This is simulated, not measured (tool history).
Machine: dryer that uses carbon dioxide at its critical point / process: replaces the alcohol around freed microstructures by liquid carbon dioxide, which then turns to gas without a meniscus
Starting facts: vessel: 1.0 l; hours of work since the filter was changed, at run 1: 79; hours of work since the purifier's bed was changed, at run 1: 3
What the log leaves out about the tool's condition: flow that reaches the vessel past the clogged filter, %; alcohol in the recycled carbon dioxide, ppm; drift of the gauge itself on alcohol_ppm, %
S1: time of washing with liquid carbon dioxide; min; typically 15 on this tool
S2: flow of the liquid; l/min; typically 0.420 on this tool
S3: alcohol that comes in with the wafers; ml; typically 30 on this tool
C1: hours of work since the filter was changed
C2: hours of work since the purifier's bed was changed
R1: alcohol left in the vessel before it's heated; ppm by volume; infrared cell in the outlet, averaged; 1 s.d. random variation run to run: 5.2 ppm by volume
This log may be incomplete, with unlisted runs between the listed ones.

| run | hour | S1 | S2 | S3 | C1 | C2 | R1 |
|---|---|---|---|---|---|---|---|
| 1 | 0.0 | 15 | 0.420 | 30 | 79 | 3 | 130 |
| 2 | 8.3 | 15 | 0.420 | 30 | 82 | 6 | 135 |
| 3 | 13.1 | 15 | 0.420 | 30 | 83 | 8 | 131 |
| 4 | 22.4 | 15 | 0.420 | 30 | 86 | 11 | 138 |
| 5 | 29.2 | 15 | 0.420 | 30 | 89 | 13 | 138 |
| 6 | 35.5 | 15 | 0.420 | 30 | 91 | 15 | 121 |
| 7 | 42.3 | 23 | 0.420 | 30 | 93 | 17 | 14 |
| 8 | 48.1 | 23 | 0.420 | 30 | 95 | 19 | 16 |
| 9 | 59.0 | 15 | 0.471 | 30 | 98 | 22 | 74 |
| 10 | 63.8 | 15 | 0.420 | 100 | 100 | 24 | 429 |
| 11 | 69.8 | 15 | 0.420 | 100 | 102 | 26 | 431 |
| 12 | 78.8 | 15 | 0.420 | 30 | 105 | 29 | 145 |
| 13 | 89.0 | 15 | 0.402 | 30 | 108 | 32 | 171 |
| 14 | 97.5 | 15 | 0.420 | 30 | 111 | 35 | 141 |
| 15 | 104.7 | 15 | 0.420 | 30 | 113 | 37 | 156 |
| 16 | 110.8 | 15 | 0.420 | 30 | 115 | 39 | 136 |
| 17 | 120.2 | 15 | 0.420 | 30 | 118 | 42 | 142 |
| 18 | 128.6 | 15 | 0.441 | 86 | 121 | 45 | 315 |
| 19 | 136.0 | 21 | 0.302 | 45 | 123 | 47 | 199 |
| 20 | 145.4 | 12 | 0.273 | 46 | 126 | 50 | 2820 |
| 21 | 152.8 | 14 | 0.420 | 43 | 128 | 53 | 300 |
| 22 | 161.1 | 15 | 0.436 | 38 | 131 | 55 | 162 |
| 23 | 167.1 | 15 | 0.436 | 38 | 133 | 57 | 171 |
| 24 | 176.8 | 22 | 0.259 | 31 | 136 | 60 | 257 |
| 25 | 185.6 | 22 | 0.259 | 31 | 139 | 63 | 267 |
| 26 | 193.7 | 10 | 0.259 | 31 | 142 | 66 | 3458 |
| 27 | 204.1 | 13 | 0.420 | 43 | 145 | 69 | 458 |
| 28 | 211.9 | 13 | 0.420 | 43 | 147 | 72 | 467 |
| 29 | 218.4 | 13 | 0.589 | 45 | 150 | 74 | 89 |
| 30 | 227.6 | 15 | 0.337 | 30 | 153 | 77 | 449 |
| 31 | 237.4 | 11 | 0.304 | 114 | 156 | 80 | 6979 |
| 32 | 242.7 | 12 | 0.420 | 93 | 157 | 82 | 1464 |
| 33 | 249.7 | 14 | 0.553 | 50 | 160 | 84 | 98 |

Consider 3 possible next runs. They are alternatives, not a sequence: every one starts from the tool as it was left by run 33. What does each give?
| A | 255.6 | 21 | 0.342 | 30 | 162 | 86 | ? |
| B | 255.6 | 15 | 0.420 | 61 | 162 | 86 | ? |
| C | 255.6 | 18 | 0.553 | 21 | 162 | 86 | ? |

| run | R1 |
|---|---|
| A | 90 |
| B | 360 |
| C | 24 |
Stripped of hidden state, with their random variation kept, the same runs would have yielded:
| run | R1 |
|---|---|
| A | 44 |
| B | 193 |
| C | 13 |
